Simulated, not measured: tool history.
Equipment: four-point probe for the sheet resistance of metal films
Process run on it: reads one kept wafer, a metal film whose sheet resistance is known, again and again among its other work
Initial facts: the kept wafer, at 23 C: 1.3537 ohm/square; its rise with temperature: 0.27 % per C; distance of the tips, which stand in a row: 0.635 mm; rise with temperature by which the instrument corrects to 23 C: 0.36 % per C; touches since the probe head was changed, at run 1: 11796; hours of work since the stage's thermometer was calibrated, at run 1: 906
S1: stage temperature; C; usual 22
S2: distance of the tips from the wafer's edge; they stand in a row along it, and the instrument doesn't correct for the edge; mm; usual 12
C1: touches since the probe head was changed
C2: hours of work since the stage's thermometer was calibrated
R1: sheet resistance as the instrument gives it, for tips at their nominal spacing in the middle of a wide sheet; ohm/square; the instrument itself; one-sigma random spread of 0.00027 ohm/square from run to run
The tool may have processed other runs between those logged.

{"run": 1, "hour": 0.0, "S1": 22, "S2": 12, "C1": 11796, "C2": 906, "R1": 1.360082}
{"run": 2, "hour": 24.0, "S1": 22, "S2": 12, "C1": 12611, "C2": 918, "R1": 1.360005}
{"run": 3, "hour": 39.0, "S1": 22, "S2": 12, "C1": 13124, "C2": 925, "R1": 1.360062}
{"run": 4, "hour": 63.2, "S1": 22, "S2": 12, "C1": 13946, "C2": 937, "R1": 1.360357}
{"run": 5, "hour": 77.3, "S1": 22, "S2": 12, "C1": 14428, "C2": 944, "R1": 1.360224}
{"run": 6, "hour": 89.8, "S1": 22, "S2": 12, "C1": 14852, "C2": 949, "R1": 1.360115}
{"run": 7, "hour": 108.9, "S1": 22, "S2": 12, "C1": 15501, "C2": 959, "R1": 1.360134}
{"run": 8, "hour": 125.0, "S1": 22, "S2": 12, "C1": 16048, "C2": 966, "R1": 1.360188}
{"run": 9, "hour": 143.4, "S1": 22, "S2": 12, "C1": 16676, "C2": 975, "R1": 1.36019}
{"run": 10, "hour": 168.6, "S1": 22, "S2": 24, "C1": 17533, "C2": 987, "R1": 1.358884}
{"run": 11, "hour": 194.2, "S1": 22, "S2": 24, "C1": 18405, "C2": 1000, "R1": 1.35868}
{"run": 12, "hour": 217.7, "S1": 22, "S2": 12, "C1": 19205, "C2": 1011, "R1": 1.36042}
{"run": 13, "hour": 231.5, "S1": 22, "S2": 12, "C1": 19673, "C2": 1018, "R1": 1.36016}
{"run": 14, "hour": 252.9, "S1": 33, "S2": 12, "C1": 20402, "C2": 1028, "R1": 1.346513}
{"run": 15, "hour": 273.5, "S1": 33, "S2": 12, "C1": 21103, "C2": 1038, "R1": 1.346567}
{"run": 16, "hour": 284.5, "S1": 33, "S2": 12, "C1": 21478, "C2": 1043, "R1": 1.346746}
{"run": 17, "hour": 302.5, "S1": 33, "S2": 12, "C1": 22088, "C2": 1052, "R1": 1.346073}
{"run": 18, "hour": 313.4, "S1": 33, "S2": 12, "C1": 22461, "C2": 1057, "R1": 1.346696}
{"run": 19, "hour": 325.9, "S1": 22, "S2": 57, "C1": 22886, "C2": 1063, "R1": 1.358378}
{"run": 20, "hour": 346.7, "S1": 22, "S2": 57, "C1": 23593, "C2": 1073, "R1": 1.358438}
{"run": 21, "hour": 360.2, "S1": 22, "S2": 57, "C1": 24053, "C2": 1079, "R1": 1.358849}
{"run": 22, "hour": 373.3, "S1": 22, "S2": 7, "C1": 24498, "C2": 1086, "R1": 1.364079}
{"run": 23, "hour": 384.2, "S1": 32, "S2": 16, "C1": 24869, "C2": 1091, "R1": 1.346933}
{"run": 24, "hour": 406.3, "S1": 32, "S2": 16, "C1": 25620, "C2": 1101, "R1": 1.346547}
{"run": 25, "hour": 428.1, "S1": 30, "S2": 9, "C1": 26364, "C2": 1112, "R1": 1.351674}
{"run": 26, "hour": 451.7, "S1": 30, "S2": 9, "C1": 27166, "C2": 1123, "R1": 1.351786}
{"run": 27, "hour": 463.9, "S1": 18, "S2": 46, "C1": 27581, "C2": 1129, "R1": 1.364172}
{"run": 28, "hour": 479.3, "S1": 29, "S2": 4, "C1": 28106, "C2": 1136, "R1": 1.36726}
{"run": 29, "hour": 503.0, "S1": 22, "S2": 13, "C1": 28912, "C2": 1148, "R1": 1.360419}
{"run": 30, "hour": 521.5, "S1": 30, "S2": 5, "C1": 29540, "C2": 1157, "R1": 1.360423}
{"run": 31, "hour": 546.1, "S1": 22, "S2": 3, "C1": 30378, "C2": 1169, "R1": 1.390552}
{"run": 32, "hour": 570.6, "S1": 28, "S2": 28, "C1": 31213, "C2": 1180, "R1": 1.351089}
{"run": 33, "hour": 588.3, "S1": 28, "S2": 28, "C1": 31813, "C2": 1189, "R1": 1.351271}
{"run": 34, "hour": 604.2, "S1": 18, "S2": 71, "C1": 32356, "C2": 1196, "R1": 1.364237}
{"run": 35, "hour": 618.4, "S1": 18, "S2": 71, "C1": 32838, "C2": 1203, "R1": 1.364598}
{"run": 36, "hour": 642.3, "S1": 30, "S2": 8, "C1": 33652, "C2": 1215, "R1": 1.353002}
{"run": 37, "hour": 661.0, "S1": 22, "S2": 3, "C1": 34289, "C2": 1224, "R1": 1.390677}
{"run": 38, "hour": 680.3, "S1": 22, "S2": 3, "C1": 34946, "C2": 1233, "R1": 1.390869}
{"run": 39, "hour": 702.9, "S1": 25, "S2": 10, "C1": 35715, "C2": 1244, "R1": 1.357946}
{"run": 40, "hour": 719.8, "S1": 22, "S2": 4, "C1": 36289, "C2": 1252, "R1": 1.376491}
{"run": 41, "hour": 735.4, "S1": 19, "S2": 4, "C1": 36819, "C2": 1259, "R1": 1.380467}
{"run": 42, "hour": 751.5, "S1": 19, "S2": 4, "C1": 37369, "C2": 1267, "R1": 1.381139}
{"run": 43, "hour": 775.2, "S1": 22, "S2": 4, "C1": 38175, "C2": 1279, "R1": 1.377057}
{"run": 44, "hour": 787.8, "S1": 22, "S2": 4, "C1": 38604, "C2": 1285, "R1": 1.377937}

Pick out some run-to-run changes in R1. Of each, how much would a tool without hidden state show as well, from the settings, what came in and chance, and how much is left for the hidden state and any gauge scatter not in both results compared?
Hidden conditions of the tool in this case: inner tips' distance over the nominal, %; tips' flats over new ones', %; wafer's true temperature over the reading, C; drift of the gauge itself on sheet_ohm, %.
Run 30 -> 31: S1 30 -> 22, S2 5 -> 3. R1 +0.030129 ohm/square: hidden state +0.000098, all else +0.030031.
Run 31 -> 32: S1 22 -> 28, S2 3 -> 28. R1 -0.039463 ohm/square: hidden state -0.000061, all else -0.039402.
Run 36 -> 37: S1 30 -> 22, S2 8 -> 3. R1 +0.037675 ohm/square: hidden state +0.000112, all else +0.037563.
Run 38 -> 39: S1 22 -> 25, S2 3 -> 10. R1 -0.032923 ohm/square: hidden state -0.000048, all else -0.032875.
Run 39 -> 40: S1 25 -> 22, S2 10 -> 4. R1 +0.018545 ohm/square: hidden state +0.000064, all else +0.018481.
